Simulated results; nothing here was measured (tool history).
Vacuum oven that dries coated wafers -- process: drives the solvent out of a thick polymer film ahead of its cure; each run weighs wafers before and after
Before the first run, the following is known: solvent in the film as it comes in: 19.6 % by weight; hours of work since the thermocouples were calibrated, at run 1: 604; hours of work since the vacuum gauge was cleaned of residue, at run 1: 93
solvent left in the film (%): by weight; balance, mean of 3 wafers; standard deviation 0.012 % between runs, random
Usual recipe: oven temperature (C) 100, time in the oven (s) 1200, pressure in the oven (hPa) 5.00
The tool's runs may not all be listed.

run,hour,oven temperature (C),time in the oven (s),pressure in the oven (hPa),hours of work since the thermocouples were calibrated,hours of work since the vacuum gauge was cleaned of residue,solvent left in the film (%)
1,0.0,100,1200,5.00,604,93,2.65
2,7.9,100,1200,5.00,608,97,2.67
3,23.3,100,1200,5.00,616,105,2.66
4,31.6,100,1200,5.00,621,109,2.67
5,40.4,100,1200,5.00,625,114,2.65
6,55.0,100,1200,5.00,633,122,2.64
7,66.3,111,1200,5.00,639,128,0.94
8,80.0,111,1200,18.18,646,135,1.20
9,88.4,100,1200,5.00,651,140,2.64
10,100.7,100,1020,5.00,657,146,3.42
11,116.3,100,1020,5.00,665,154,3.44
12,125.6,100,1020,5.00,670,159,3.46
13,140.9,100,1020,12.49,678,167,3.63
14,156.7,100,1020,12.49,687,176,3.62
15,170.1,100,1020,12.49,694,183,3.60
16,180.9,100,1020,12.49,699,188,3.60
17,191.5,100,1020,12.49,705,194,3.63
18,199.5,100,1020,12.49,709,198,3.60
19,209.6,89,1020,12.49,715,204,6.50
20,221.0,89,1020,10.37,721,210,6.42
21,235.0,91,1200,5.73,728,217,4.82
22,244.3,91,1200,5.73,733,222,4.82
23,258.6,107,960,12.39,740,229,2.38
24,269.9,114,780,8.51,746,235,1.92
25,284.0,114,780,8.51,754,243,1.93
26,291.3,109,1200,10.69,758,247,1.27
27,307.3,94,1620,10.69,766,255,2.70
28,314.5,94,1620,10.69,770,259,2.72
29,324.6,94,1620,10.69,775,264,2.71
30,336.9,107,1680,2.50,782,271,0.53
31,347.9,107,1920,2.50,788,277,0.35
32,358.0,107,1920,6.09,793,282,0.43
33,367.8,107,1920,6.09,798,287,0.44
34,375.5,100,1200,3.54,802,291,2.57
35,386.5,100,1200,3.54,808,297,2.54
36,398.1,100,600,16.50,814,303,6.58

3 ways to go on from here, each from the tool as it stands after run 36. What would each give?
A,412.6,100,1200,3.74,822,311,?
B,412.6,114,840,5.00,822,311,?
C,412.6,106,1500,5.00,822,311,?

run,solvent left in the film (%)
A,2.55
B,1.58
C,0.88
Take away the tool's hidden state, keep each run's random variation, and the runs would have read:
run,solvent left in the film (%)
A,2.91
B,1.84
C,1.06
